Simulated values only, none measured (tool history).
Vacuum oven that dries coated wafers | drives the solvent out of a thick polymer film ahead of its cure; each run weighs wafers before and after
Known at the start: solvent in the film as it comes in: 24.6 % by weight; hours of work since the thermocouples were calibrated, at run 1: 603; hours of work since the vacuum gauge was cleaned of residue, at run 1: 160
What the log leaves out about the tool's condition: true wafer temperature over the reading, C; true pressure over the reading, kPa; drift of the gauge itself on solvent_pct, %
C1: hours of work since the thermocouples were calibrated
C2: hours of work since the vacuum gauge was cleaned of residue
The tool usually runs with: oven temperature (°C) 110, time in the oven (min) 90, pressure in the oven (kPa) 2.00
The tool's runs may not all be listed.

Run 1, hour 0.0: usual settings; C1 603; C2 160. Result: solvent left in the film (%) 3.40.
Run 2, hour 17.8: usual settings; C1 617; C2 173. Result: solvent left in the film (%) 3.46.
Run 3, hour 25.8: usual settings; C1 623; C2 179. Result: solvent left in the film (%) 3.56.
Run 4, hour 42.4: usual settings; C1 635; C2 191. Result: solvent left in the film (%) 3.44.
Run 5, hour 60.0: usual settings but oven temperature (°C) 116; C1 649; C2 205. Result: solvent left in the film (%) 2.12.
Run 6, hour 76.4: usual settings but pressure in the oven (kPa) 3.65; C1 661; C2 217. Result: solvent left in the film (%) 4.08.
Run 7, hour 92.8: usual settings but pressure in the oven (kPa) 3.65; C1 673; C2 229. Result: solvent left in the film (%) 4.04.
Run 8, hour 106.1: usual settings but pressure in the oven (kPa) 6.37; C1 683; C2 239. Result: solvent left in the film (%) 5.11.
Run 9, hour 119.5: usual settings but pressure in the oven (kPa) 6.37; C1 693; C2 249. Result: solvent left in the film (%) 5.12.
Run 10, hour 136.3: usual settings but pressure in the oven (kPa) 2.67; C1 706; C2 262. Result: solvent left in the film (%) 3.72.
Run 11, hour 144.7: usual settings but pressure in the oven (kPa) 2.67; C1 712; C2 268. Result: solvent left in the film (%) 3.73.
Run 12, hour 162.0: usual settings but pressure in the oven (kPa) 2.67; C1 725; C2 281. Result: solvent left in the film (%) 3.64.
Run 13, hour 176.8: usual settings but pressure in the oven (kPa) 2.67; C1 737; C2 293. Result: solvent left in the film (%) 3.63.
Run 14, hour 190.8: usual settings but pressure in the oven (kPa) 2.67; C1 747; C2 303. Result: solvent left in the film (%) 3.69.
Run 15, hour 200.5: usual settings but pressure in the oven (kPa) 2.67; C1 754; C2 310. Result: solvent left in the film (%) 3.51.
Run 16, hour 212.4: usual settings but time in the oven (min) 55; C1 763; C2 319. Result: solvent left in the film (%) 6.42.
Run 17, hour 222.4: usual settings; C1 771; C2 327. Result: solvent left in the film (%) 3.41.
Run 18, hour 236.6: usual settings but oven temperature (°C) 106, time in the oven (min) 70, pressure in the oven (kPa) 1.91; C1 782; C2 338. Result: solvent left in the film (%) 6.28.
Run 19, hour 253.6: usual settings but oven temperature (°C) 117, time in the oven (min) 162, pressure in the oven (kPa) 3.31; C1 794; C2 350. Result: solvent left in the film (%) 1.20.
Run 20, hour 267.7: usual settings but oven temperature (°C) 117, time in the oven (min) 162, pressure in the oven (kPa) 3.31; C1 805; C2 361. Result: solvent left in the film (%) 1.30.
Run 21, hour 281.7: usual settings but oven temperature (°C) 117, time in the oven (min) 162, pressure in the oven (kPa) 3.31; C1 816; C2 372. Result: solvent left in the film (%) 1.27.
Run 22, hour 293.3: usual settings but oven temperature (°C) 117, time in the oven (min) 162, pressure in the oven (kPa) 3.31; C1 824; C2 380. Result: solvent left in the film (%) 1.27.
Run 23, hour 301.3: usual settings but oven temperature (°C) 105, time in the oven (min) 58, pressure in the oven (kPa) 3.63; C1 830; C2 386. Result: solvent left in the film (%) 8.37.
Run 24, hour 319.5: usual settings but oven temperature (°C) 105, time in the oven (min) 58, pressure in the oven (kPa) 3.63; C1 844; C2 400. Result: solvent left in the film (%) 8.74.
Run 25, hour 327.0: usual settings but oven temperature (°C) 105, time in the oven (min) 48, pressure in the oven (kPa) 1.34; C1 850; C2 406. Result: solvent left in the film (%) 8.90.
Run 26, hour 344.0: usual settings but oven temperature (°C) 105, time in the oven (min) 54, pressure in the oven (kPa) 1.34; C1 862; C2 419. Result: solvent left in the film (%) 8.30.
Run 27, hour 357.6: usual settings but oven temperature (°C) 119, time in the oven (min) 56, pressure in the oven (kPa) 1.34; C1 873; C2 429. Result: solvent left in the film (%) 3.15.
Run 28, hour 371.2: usual settings but oven temperature (°C) 119, time in the oven (min) 56, pressure in the oven (kPa) 1.34; C1 883; C2 439. Result: solvent left in the film (%) 3.12.
Run 29, hour 387.2: usual settings but oven temperature (°C) 119, time in the oven (min) 56, pressure in the oven (kPa) 1.34; C1 895; C2 451. Result: solvent left in the film (%) 3.26.
Run 30, hour 404.4: usual settings but oven temperature (°C) 96, time in the oven (min) 136, pressure in the oven (kPa) 2.60; C1 908; C2 464. Result: solvent left in the film (%) 5.93.
Run 31, hour 412.5: usual settings but oven temperature (°C) 96, time in the oven (min) 136, pressure in the oven (kPa) 2.60; C1 914; C2 470. Result: solvent left in the film (%) 5.83.
Run 32, hour 430.7: usual settings but oven temperature (°C) 105, time in the oven (min) 68, pressure in the oven (kPa) 1.33; C1 928; C2 484. Result: solvent left in the film (%) 6.62.
Run 33, hour 440.1: usual settings but oven temperature (°C) 105, time in the oven (min) 68, pressure in the oven (kPa) 1.33; C1 935; C2 491. Result: solvent left in the film (%) 6.50.
Run 34, hour 447.8: usual settings but oven temperature (°C) 105, time in the oven (min) 68, pressure in the oven (kPa) 1.33; C1 941; C2 497. Result: solvent left in the film (%) 6.51.

5 options for the next run, each taken on its own from the tool as it stands now. Forecast them:
Run A, hour 461.1: usual settings but oven temperature (°C) 124, time in the oven (min) 48, pressure in the oven (kPa) 4.02; C1 951; C2 507. Result: solvent left in the film (%) ?.
Run B, hour 461.1: usual settings but time in the oven (min) 144, pressure in the oven (kPa) 1.32; C1 951; C2 507. Result: solvent left in the film (%) ?.
Run C, hour 461.1: usual settings but oven temperature (°C) 112, time in the oven (min) 81, pressure in the oven (kPa) 1.33; C1 951; C2 507. Result: solvent left in the film (%) ?.
Run D, hour 461.1: usual settings but time in the oven (min) 125, pressure in the oven (kPa) 6.12; C1 951; C2 507. Result: solvent left in the film (%) ?.
Run E, hour 461.1: usual settings but oven temperature (°C) 123, time in the oven (min) 68, pressure in the oven (kPa) 1.33; C1 951; C2 507. Result: solvent left in the film (%) ?.

run  solvent left in the film (%)
  A                          3.36
  B                          1.31
  C                          3.05
  D                          3.68
  E                          1.46
Stripped of hidden state, with their random variation kept, the same runs would have yielded:
run  solvent left in the film (%)
  A                          3.69
  B                          1.45
  C                          3.38
  D                          3.95
  E                          1.65
